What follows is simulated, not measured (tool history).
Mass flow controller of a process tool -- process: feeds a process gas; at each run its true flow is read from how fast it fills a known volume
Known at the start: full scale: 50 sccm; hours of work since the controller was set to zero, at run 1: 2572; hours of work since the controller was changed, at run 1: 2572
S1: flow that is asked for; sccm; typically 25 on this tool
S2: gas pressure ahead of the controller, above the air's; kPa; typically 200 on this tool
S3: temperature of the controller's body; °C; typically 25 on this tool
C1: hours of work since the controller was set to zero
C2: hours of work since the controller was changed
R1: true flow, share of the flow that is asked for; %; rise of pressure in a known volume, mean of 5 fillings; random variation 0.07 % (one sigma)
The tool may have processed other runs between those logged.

run	hour	S1	S2	S3	C1	C2	R1
1	0.0	25	200	25	2572	2572	99.58
2	59.2	25	200	25	2612	2612	99.57
3	155.2	25	200	25	2677	2677	99.66
4	245.8	25	200	25	2738	2738	99.56
5	330.2	12	200	25	2795	2795	99.47
6	448.2	12	200	25	2875	2875	99.63
7	538.7	25	183	25	2936	2936	99.75
8	618.7	25	183	25	2990	2990	99.81
9	688.7	25	183	25	3038	3038	99.69
10	786.9	25	200	25	3104	3104	99.74
11	857.5	25	200	25	3152	3152	99.67
12	938.4	25	200	25	3206	3206	99.87
# hour 944.8: controller's zero set anew
13	1040.6	25	200	25	65	3275	100.23
14	1091.2	8	200	25	99	3309	101.44
15	1149.7	8	200	25	138	3349	101.48
16	1212.8	8	200	25	181	3392	101.56
17	1313.4	25	200	25	249	3459	100.40
18	1392.1	25	200	25	302	3513	100.22
19	1486.7	25	200	25	366	3577	100.36
# hour 1514.7: controller's zero set anew, once more
20	1574.9	25	200	25	41	3636	99.14
21	1630.7	12	200	25	78	3674	98.43
22	1738.2	43	176	28	151	3746	100.10
23	1796.8	43	176	28	191	3786	100.25
24	1855.9	34	211	30	231	3826	99.30

What will run 25 give?
25	1969.7	10	180	35	307	3903	?

For run 25 the tool returned R1 97.61 %.
With the hidden condition absent and the run-to-run variation left alone, this run would have shown R1 96.65 %.
